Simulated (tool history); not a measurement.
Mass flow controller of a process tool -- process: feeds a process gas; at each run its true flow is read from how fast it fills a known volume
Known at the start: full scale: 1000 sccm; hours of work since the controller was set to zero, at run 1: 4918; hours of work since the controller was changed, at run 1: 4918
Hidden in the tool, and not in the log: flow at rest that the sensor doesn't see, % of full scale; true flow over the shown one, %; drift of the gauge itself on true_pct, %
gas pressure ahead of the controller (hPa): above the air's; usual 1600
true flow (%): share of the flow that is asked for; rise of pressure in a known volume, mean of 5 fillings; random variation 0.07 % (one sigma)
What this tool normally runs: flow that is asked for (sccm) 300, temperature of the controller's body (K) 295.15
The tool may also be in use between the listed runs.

run    hour  flow that is asked for (sccm)  gas pressure ahead of the controller (hPa)  temperature of the controller's body (K)  hours of work since the controller was set to zero  hours of work since the controller was changed  true flow (%)
  1       0                            300                                        1600                                    295.15                                                4918                                            4918          97.59
  2   145.1                            300                                        1600                                    295.15                                                5025                                            5025          97.62
  3   212.2                            300                                        1600                                    295.15                                                5074                                            5074          97.48
  4   313.1                            300                                        1600                                    295.15                                                5149                                            5149          97.34
  5   392.8                            300                                        1600                                    295.15                                                5207                                            5207          97.48
  6   473.4                            300                                        1600                                    295.15                                                5266                                            5266          97.34
  7   557.6                            415                                        2260                                    295.15                                                5328                                            5328          97.78
  8   661.4                            218                                        1850                                    307.15                                                5405                                            5405          98.01
  9   784.5                            409                                        1850                                    307.15                                                5495                                            5495          98.33
      822.9  -- controller exchanged for a calibrated one
 10     918                            387                                        2440                                    296.15                                                  70                                              70          97.59
 11   977.9                            169                                        1600                                    303.15                                                 114                                             114          97.23
 12  1091.1                            278                                        2750                                    306.15                                                 197                                             197          98.08

5 options for the next run, each taken on its own from the tool as it stands now. Forecast them:
  A  1227.3                            696                                        2530                                    294.15                                                 297                                             297              ?
  B  1227.3                            278                                        2100                                    295.15                                                 297                                             297              ?
  C  1227.3                            110                                        1580                                    305.15                                                 297                                             297              ?
  D  1227.3                            300                                        2290                                    301.15                                                 297                                             297              ?
  E  1227.3                            540                                        2750                                    306.15                                                 297                                             297              ?

run  true flow (%)
  A          98.13
  B           96.9
  C          96.97
  D          97.36
  E          98.62
With the hidden condition removed and each run's random variation left untouched, the same runs would have given:
run  true flow (%)
  A          99.17
  B          97.93
  C             98
  D           98.4
  E          99.67
